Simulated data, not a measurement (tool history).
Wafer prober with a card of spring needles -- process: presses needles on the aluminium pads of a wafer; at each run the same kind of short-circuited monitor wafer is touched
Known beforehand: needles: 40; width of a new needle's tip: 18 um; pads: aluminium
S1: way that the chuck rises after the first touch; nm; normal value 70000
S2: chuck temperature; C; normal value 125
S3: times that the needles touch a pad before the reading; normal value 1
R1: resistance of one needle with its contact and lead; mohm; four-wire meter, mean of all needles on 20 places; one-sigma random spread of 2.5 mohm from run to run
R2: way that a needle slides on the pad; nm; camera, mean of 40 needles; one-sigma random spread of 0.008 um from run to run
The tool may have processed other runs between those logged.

{"run": 1, "hour": 0.0, "S1": 70000, "S2": 125, "S3": 1, "R1": 338, "R2": 9828}
{"hour": 5.1, "done": "tips cleaned on abrasive film"}
{"hour": 15.3, "done": "tips cleaned on abrasive film"}
{"hour": 28.0, "done": "tips cleaned on abrasive film"}
{"hour": 38.2, "done": "tips cleaned on abrasive film"}
{"run": 2, "hour": 40.5, "S1": 70000, "S2": 125, "S3": 1, "R1": 329, "R2": 9780}
{"hour": 50.7, "done": "tips cleaned on abrasive film"}
{"hour": 60.9, "done": "tips cleaned on abrasive film"}
{"hour": 73.5, "done": "tips cleaned on abrasive film"}
{"hour": 83.7, "done": "tips cleaned on abrasive film"}
{"hour": 96.4, "done": "tips cleaned on abrasive film"}
{"run": 3, "hour": 103.7, "S1": 70000, "S2": 125, "S3": 1, "R1": 355, "R2": 9727}
{"hour": 108.9, "done": "tips cleaned on abrasive film"}
{"hour": 121.6, "done": "tips cleaned on abrasive film"}
{"hour": 134.2, "done": "tips cleaned on abrasive film"}
{"hour": 146.9, "done": "tips cleaned on abrasive film"}
{"hour": 157.1, "done": "tips cleaned on abrasive film"}
{"hour": 169.8, "done": "tips cleaned on abrasive film"}
{"run": 4, "hour": 174.6, "S1": 70000, "S2": 43, "S3": 1, "R1": 334, "R2": 9672}
{"hour": 182.3, "done": "tips cleaned on abrasive film"}
{"hour": 195.0, "done": "tips cleaned on abrasive film"}
{"hour": 195.3, "done": "height of the first contact set anew"}
{"hour": 205.4, "done": "tips cleaned on abrasive film"}
{"hour": 215.6, "done": "tips cleaned on abrasive film"}
{"hour": 228.3, "done": "tips cleaned on abrasive film"}
{"hour": 241.0, "done": "tips cleaned on abrasive film"}
{"run": 5, "hour": 242.7, "S1": 70000, "S2": 43, "S3": 1, "R1": 305, "R2": 9525}
{"hour": 252.9, "done": "tips cleaned on abrasive film"}
{"hour": 263.1, "done": "tips cleaned on abrasive film"}
{"hour": 275.8, "done": "tips cleaned on abrasive film"}
{"hour": 285.9, "done": "tips cleaned on abrasive film"}
{"hour": 298.6, "done": "tips cleaned on abrasive film"}
{"hour": 308.8, "done": "tips cleaned on abrasive film"}
{"run": 6, "hour": 310.9, "S1": 70000, "S2": 125, "S3": 1, "R1": 329, "R2": 9473}
{"hour": 321.1, "done": "tips cleaned on abrasive film"}
{"hour": 331.3, "done": "tips cleaned on abrasive film"}
{"hour": 344.0, "done": "tips cleaned on abrasive film"}
{"hour": 356.6, "done": "tips cleaned on abrasive film"}
{"run": 7, "hour": 360.3, "S1": 70000, "S2": 125, "S3": 1, "R1": 342, "R2": 9440}
{"hour": 368.0, "done": "tips cleaned on abrasive film"}
{"hour": 380.6, "done": "tips cleaned on abrasive film"}
{"hour": 393.3, "done": "tips cleaned on abrasive film"}
{"hour": 398.7, "done": "height of the first contact set anew"}
{"hour": 403.8, "done": "tips cleaned on abrasive film"}
{"run": 8, "hour": 410.1, "S1": 70000, "S2": 125, "S3": 1, "R1": 348, "R2": 9829}
{"hour": 415.2, "done": "tips cleaned on abrasive film"}
{"hour": 425.4, "done": "tips cleaned on abrasive film"}
{"hour": 438.0, "done": "tips cleaned on abrasive film"}
{"hour": 450.7, "done": "tips cleaned on abrasive film"}
{"run": 9, "hour": 453.7, "S1": 70000, "S2": 125, "S3": 1, "R1": 331, "R2": 9785}
{"hour": 461.4, "done": "tips cleaned on abrasive film"}
{"hour": 471.5, "done": "tips cleaned on abrasive film"}
{"hour": 484.4, "done": "height of the first contact set anew, once more"}
{"hour": 484.5, "done": "tips cleaned on abrasive film"}
{"run": 10, "hour": 489.9, "S1": 54000, "S2": 125, "S3": 1, "R1": 378, "R2": 7575}
{"hour": 495.1, "done": "tips cleaned on abrasive film"}
{"hour": 507.8, "done": "tips cleaned on abrasive film"}
{"hour": 520.5, "done": "tips cleaned on abrasive film"}
{"hour": 533.2, "done": "tips cleaned on abrasive film"}
{"hour": 543.3, "done": "tips cleaned on abrasive film"}
{"run": 11, "hour": 547.2, "S1": 52000, "S2": 125, "S3": 1, "R1": 379, "R2": 7258}
{"hour": 554.8, "done": "tips cleaned on abrasive film"}
{"hour": 567.5, "done": "tips cleaned on abrasive film"}
{"hour": 580.2, "done": "tips cleaned on abrasive film"}
{"hour": 592.9, "done": "tips cleaned on abrasive film"}
{"hour": 605.6, "done": "tips cleaned on abrasive film"}
{"run": 12, "hour": 608.1, "S1": 52000, "S2": 125, "S3": 1, "R1": 366, "R2": 7198}
{"hour": 618.1, "done": "tips cleaned on abrasive film"}
{"hour": 628.3, "done": "tips cleaned on abrasive film"}
{"hour": 641.0, "done": "tips cleaned on abrasive film"}
{"hour": 653.7, "done": "tips cleaned on abrasive film"}
{"hour": 663.8, "done": "tips cleaned on abrasive film"}
{"run": 13, "hour": 670.2, "S1": 52000, "S2": 125, "S3": 1, "R1": 409, "R2": 7158}
{"hour": 675.3, "done": "tips cleaned on abrasive film"}
{"hour": 688.0, "done": "tips cleaned on abrasive film"}
{"hour": 688.3, "done": "height of the first contact set anew"}
{"hour": 701.0, "done": "tips cleaned on abrasive film"}
{"hour": 711.2, "done": "tips cleaned on abrasive film"}
{"hour": 721.3, "done": "tips cleaned on abrasive film"}
{"hour": 734.0, "done": "tips cleaned on abrasive film"}
{"run": 14, "hour": 735.4, "S1": 81000, "S2": 40, "S3": 2, "R1": 280, "R2": 11335}
{"hour": 745.5, "done": "tips cleaned on abrasive film"}
{"hour": 758.2, "done": "tips cleaned on abrasive film"}
{"hour": 770.2, "done": "tips cleaned on abrasive film"}
{"run": 15, "hour": 770.2, "S1": 81000, "S2": 40, "S3": 2, "R1": 264, "R2": 11296}
{"hour": 782.9, "done": "tips cleaned on abrasive film"}
{"hour": 795.6, "done": "tips cleaned on abrasive film"}
{"hour": 805.7, "done": "tips cleaned on abrasive film"}
{"hour": 818.4, "done": "tips cleaned on abrasive film"}
{"run": 16, "hour": 819.2, "S1": 69000, "S2": 67, "S3": 3, "R1": 285, "R2": 9590}
{"hour": 829.3, "done": "tips cleaned on abrasive film"}
{"hour": 842.0, "done": "tips cleaned on abrasive film"}
{"hour": 854.7, "done": "tips cleaned on abrasive film"}
{"hour": 867.4, "done": "tips cleaned on abrasive film"}
{"hour": 880.1, "done": "tips cleaned on abrasive film"}
{"run": 17, "hour": 882.3, "S1": 70000, "S2": 125, "S3": 2, "R1": 311, "R2": 9685}
{"hour": 890.2, "done": "height of the first contact set anew"}
{"hour": 892.8, "done": "tips cleaned on abrasive film"}
{"hour": 903.0, "done": "tips cleaned on abrasive film"}
{"hour": 915.7, "done": "tips cleaned on abrasive film"}
{"hour": 928.3, "done": "tips cleaned on abrasive film"}
{"run": 18, "hour": 936.9, "S1": 81000, "S2": 61, "S3": 1, "R1": 328, "R2": 11350}
{"hour": 939.5, "done": "tips cleaned on abrasive film"}
{"hour": 952.2, "done": "tips cleaned on abrasive film"}
{"hour": 964.9, "done": "tips cleaned on abrasive film"}
{"hour": 977.6, "done": "tips cleaned on abrasive film"}
{"hour": 987.8, "done": "tips cleaned on abrasive film"}
{"hour": 1000.4, "done": "tips cleaned on abrasive film"}
{"run": 19, "hour": 1004.0, "S1": 81000, "S2": 61, "S3": 1, "R1": 312, "R2": 11279}
{"hour": 1011.7, "done": "tips cleaned on abrasive film"}
{"hour": 1024.4, "done": "tips cleaned on abrasive film"}
{"hour": 1037.1, "done": "tips cleaned on abrasive film"}
{"run": 20, "hour": 1043.1, "S1": 79000, "S2": 59, "S3": 3, "R1": 283, "R2": 10974}
{"hour": 1048.3, "done": "tips cleaned on abrasive film"}
{"hour": 1060.9, "done": "tips cleaned on abrasive film"}
{"hour": 1073.6, "done": "tips cleaned on abrasive film"}
{"hour": 1086.3, "done": "tips cleaned on abrasive film"}
{"hour": 1094.2, "done": "height of the first contact set anew"}
{"hour": 1099.1, "done": "tips cleaned on abrasive film"}
{"run": 21, "hour": 1099.1, "S1": 55000, "S2": 125, "S3": 1, "R1": 308, "R2": 7713}
{"hour": 1111.8, "done": "tips cleaned on abrasive film"}
{"hour": 1124.5, "done": "tips cleaned on abrasive film"}
{"run": 22, "hour": 1129.8, "S1": 89000, "S2": 125, "S3": 1, "R1": 333, "R2": 12487}
{"hour": 1134.9, "done": "tips cleaned on abrasive film"}
{"hour": 1145.1, "done": "tips cleaned on abrasive film"}
{"hour": 1157.8, "done": "tips cleaned on abrasive film"}
{"hour": 1170.5, "done": "tips cleaned on abrasive film"}
{"hour": 1180.7, "done": "tips cleaned on abrasive film"}
{"run": 23, "hour": 1182.3, "S1": 89000, "S2": 125, "S3": 1, "R1": 316, "R2": 12422}
{"hour": 1192.5, "done": "tips cleaned on abrasive film"}
{"hour": 1205.2, "done": "tips cleaned on abrasive film"}
{"hour": 1217.9, "done": "tips cleaned on abrasive film"}
{"hour": 1230.6, "done": "tips cleaned on abrasive film"}
{"run": 24, "hour": 1233.5, "S1": 89000, "S2": 125, "S3": 1, "R1": 321, "R2": 12391}

Here are 3 independent what-if runs from the current tool condition. What would each one return?
{"hour": 1241.2, "done": "tips cleaned on abrasive film"}
{"hour": 1251.3, "done": "tips cleaned on abrasive film"}
{"hour": 1264.0, "done": "tips cleaned on abrasive film"}
{"hour": 1276.7, "done": "tips cleaned on abrasive film"}
{"run": "A", "hour": 1277.7, "S1": 51000, "S2": 125, "S3": 3, "R1": "?", "R2": "?"}
{"hour": 1241.2, "done": "tips cleaned on abrasive film"}
{"hour": 1251.3, "done": "tips cleaned on abrasive film"}
{"hour": 1264.0, "done": "tips cleaned on abrasive film"}
{"hour": 1276.7, "done": "tips cleaned on abrasive film"}
{"run": "B", "hour": 1277.7, "S1": 50000, "S2": 81, "S3": 1, "R1": "?", "R2": "?"}
{"hour": 1241.2, "done": "tips cleaned on abrasive film"}
{"hour": 1251.3, "done": "tips cleaned on abrasive film"}
{"hour": 1264.0, "done": "tips cleaned on abrasive film"}
{"hour": 1276.7, "done": "tips cleaned on abrasive film"}
{"run": "C", "hour": 1277.7, "S1": 89000, "S2": 125, "S3": 1, "R1": "?", "R2": "?"}

run=A R1=314 R2=7021
run=B R1=334 R2=6889
run=C R1=304 R2=12352
With no hidden state in the tool, these same runs would have given:
run=A R1=294 R2=7159
run=B R1=281 R2=7027
run=C R1=285 R2=12490
